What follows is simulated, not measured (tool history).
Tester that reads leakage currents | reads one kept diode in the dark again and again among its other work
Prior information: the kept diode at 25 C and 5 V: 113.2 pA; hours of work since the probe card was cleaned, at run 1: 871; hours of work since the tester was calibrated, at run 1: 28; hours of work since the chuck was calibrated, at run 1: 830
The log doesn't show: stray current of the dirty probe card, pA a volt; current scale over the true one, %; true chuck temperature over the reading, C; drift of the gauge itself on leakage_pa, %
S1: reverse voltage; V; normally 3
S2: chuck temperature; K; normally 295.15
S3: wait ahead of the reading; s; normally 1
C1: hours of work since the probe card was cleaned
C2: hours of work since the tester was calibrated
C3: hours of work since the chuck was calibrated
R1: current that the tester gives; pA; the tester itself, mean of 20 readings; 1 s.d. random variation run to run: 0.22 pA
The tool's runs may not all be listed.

{"run": 1, "day": 0.0, "S1": 3, "S2": 295.15, "S3": 1, "C1": 871, "C2": 28, "C3": 830, "R1": 73.09}
{"run": 2, "day": 0.604, "S1": 2, "S2": 295.15, "S3": 1, "C1": 879, "C2": 35, "C3": 837, "R1": 62.16}
{"run": 3, "day": 1.867, "S1": 2, "S2": 295.15, "S3": 1, "C1": 894, "C2": 50, "C3": 853, "R1": 62.23}
{"run": 4, "day": 3.1, "S1": 2, "S2": 295.15, "S3": 1, "C1": 909, "C2": 65, "C3": 867, "R1": 62}
{"run": 5, "day": 4.188, "S1": 2, "S2": 316.15, "S3": 1, "C1": 922, "C2": 78, "C3": 881, "R1": 346.32}
{"run": 6, "day": 5.129, "S1": 3, "S2": 295.15, "S3": 1, "C1": 933, "C2": 90, "C3": 892, "R1": 73.1}
{"run": 7, "day": 5.912, "S1": 3, "S2": 295.15, "S3": 1, "C1": 943, "C2": 99, "C3": 901, "R1": 73.22}
{"run": 8, "day": 6.75, "S1": 3, "S2": 295.15, "S3": 1, "C1": 953, "C2": 109, "C3": 911, "R1": 72.76}
{"run": 9, "day": 7.612, "S1": 12.44, "S2": 295.15, "S3": 1, "C1": 963, "C2": 120, "C3": 922, "R1": 127.32}
{"run": 10, "day": 8.829, "S1": 3, "S2": 295.15, "S3": 1, "C1": 978, "C2": 134, "C3": 936, "R1": 72.7}
{"run": 11, "day": 9.592, "S1": 3, "S2": 295.15, "S3": 1, "C1": 987, "C2": 143, "C3": 946, "R1": 72.76}
{"run": 12, "day": 10.692, "S1": 3, "S2": 295.15, "S3": 0.32, "C1": 1000, "C2": 157, "C3": 959, "R1": 75.35}
{"run": 13, "day": 11.958, "S1": 3, "S2": 295.15, "S3": 1, "C1": 1015, "C2": 172, "C3": 974, "R1": 73.21}
{"run": 14, "day": 12.733, "S1": 2.35, "S2": 295.15, "S3": 1, "C1": 1025, "C2": 181, "C3": 983, "R1": 66.31}
{"run": 15, "day": 13.875, "S1": 2.35, "S2": 295.15, "S3": 1, "C1": 1038, "C2": 195, "C3": 997, "R1": 66.34}
{"run": 16, "day": 14.8, "S1": 3, "S2": 295.15, "S3": 1, "C1": 1049, "C2": 206, "C3": 1008, "R1": 72.76}
{"run": 17, "day": 15.7, "S1": 3, "S2": 295.15, "S3": 1, "C1": 1060, "C2": 217, "C3": 1019, "R1": 72.95}
{"run": 18, "day": 16.979, "S1": 3, "S2": 294.15, "S3": 1, "C1": 1076, "C2": 232, "C3": 1034, "R1": 66.83}
{"run": 19, "day": 18.183, "S1": 3, "S2": 295.15, "S3": 1, "C1": 1090, "C2": 247, "C3": 1049, "R1": 72.97}
{"run": 20, "day": 18.838, "S1": 3, "S2": 295.15, "S3": 1, "C1": 1098, "C2": 254, "C3": 1057, "R1": 72.9}
{"run": 21, "day": 19.867, "S1": 3, "S2": 295.15, "S3": 1, "C1": 1110, "C2": 267, "C3": 1069, "R1": 72.87}
{"run": 22, "day": 20.829, "S1": 3, "S2": 322.15, "S3": 1, "C1": 1122, "C2": 278, "C3": 1081, "R1": 634.52}
{"run": 23, "day": 21.858, "S1": 10.36, "S2": 299.15, "S3": 2.28, "C1": 1134, "C2": 291, "C3": 1093, "R1": 163.68}
{"run": 24, "day": 23.129, "S1": 10.36, "S2": 299.15, "S3": 2.28, "C1": 1150, "C2": 306, "C3": 1108, "R1": 164.07}
{"run": 25, "day": 23.871, "S1": 6.55, "S2": 299.15, "S3": 2.01, "C1": 1159, "C2": 315, "C3": 1117, "R1": 137.99}
{"run": 26, "day": 24.658, "S1": 3, "S2": 305.15, "S3": 2.73, "C1": 1168, "C2": 324, "C3": 1127, "R1": 169.62}
{"run": 27, "day": 25.45, "S1": 1.63, "S2": 309.15, "S3": 6.29, "C1": 1178, "C2": 334, "C3": 1136, "R1": 184.58}
{"run": 28, "day": 26.092, "S1": 5.57, "S2": 330.15, "S3": 1, "C1": 1185, "C2": 342, "C3": 1144, "R1": 1432.61}
{"run": 29, "day": 26.921, "S1": 5.57, "S2": 330.15, "S3": 1, "C1": 1195, "C2": 352, "C3": 1154, "R1": 1438.68}
{"run": 30, "day": 27.712, "S1": 19.21, "S2": 297.15, "S3": 1, "C1": 1205, "C2": 361, "C3": 1163, "R1": 179.55}
{"run": 31, "day": 29.017, "S1": 3, "S2": 295.15, "S3": 8.55, "C1": 1220, "C2": 377, "C3": 1179, "R1": 71.83}
{"run": 32, "day": 30.088, "S1": 4.24, "S2": 294.15, "S3": 1, "C1": 1233, "C2": 390, "C3": 1192, "R1": 76.38}
{"run": 33, "day": 30.875, "S1": 4.24, "S2": 321.15, "S3": 1, "C1": 1243, "C2": 399, "C3": 1201, "R1": 672.86}
{"run": 34, "day": 32.012, "S1": 4.24, "S2": 321.15, "S3": 1, "C1": 1256, "C2": 413, "C3": 1215, "R1": 674.09}
{"run": 35, "day": 33.096, "S1": 5.1, "S2": 310.15, "S3": 1.53, "C1": 1269, "C2": 426, "C3": 1228, "R1": 312.52}
{"run": 36, "day": 34.025, "S1": 5.1, "S2": 315.15, "S3": 1.53, "C1": 1281, "C2": 437, "C3": 1239, "R1": 459.43}
{"run": 37, "day": 35.208, "S1": 3, "S2": 320.15, "S3": 0.83, "C1": 1295, "C2": 451, "C3": 1254, "R1": 547.36}
{"run": 38, "day": 36.238, "S1": 9.35, "S2": 300.15, "S3": 1.82, "C1": 1307, "C2": 464, "C3": 1266, "R1": 172.36}
{"run": 39, "day": 37.2, "S1": 9.35, "S2": 300.15, "S3": 1.82, "C1": 1319, "C2": 475, "C3": 1278, "R1": 171.64}

Pick out some run-to-run changes in R1. Of each, how much would a tool without hidden state show as well, from the settings, what came in and chance, and how much is left for the hidden state and any gauge scatter not in both results compared?
Run 22 -> 23: S1 3 -> 10.36, S2 322.15 -> 299.15, S3 1 -> 2.28. R1 -470.84 pA: hidden state +0.26, all else -471.1.
Run 27 -> 28: S1 1.63 -> 5.57, S2 309.15 -> 330.15, S3 6.29 -> 1. R1 +1248.03 pA: hidden state -0.37, all else +1248.4.
Run 29 -> 30: S1 5.57 -> 19.21, S2 330.15 -> 297.15. R1 -1259.13 pA: hidden state +0.63, all else -1259.76.
Run 32 -> 33: S2 294.15 -> 321.15. R1 +596.48 pA: hidden state -0.22, all else +596.7.
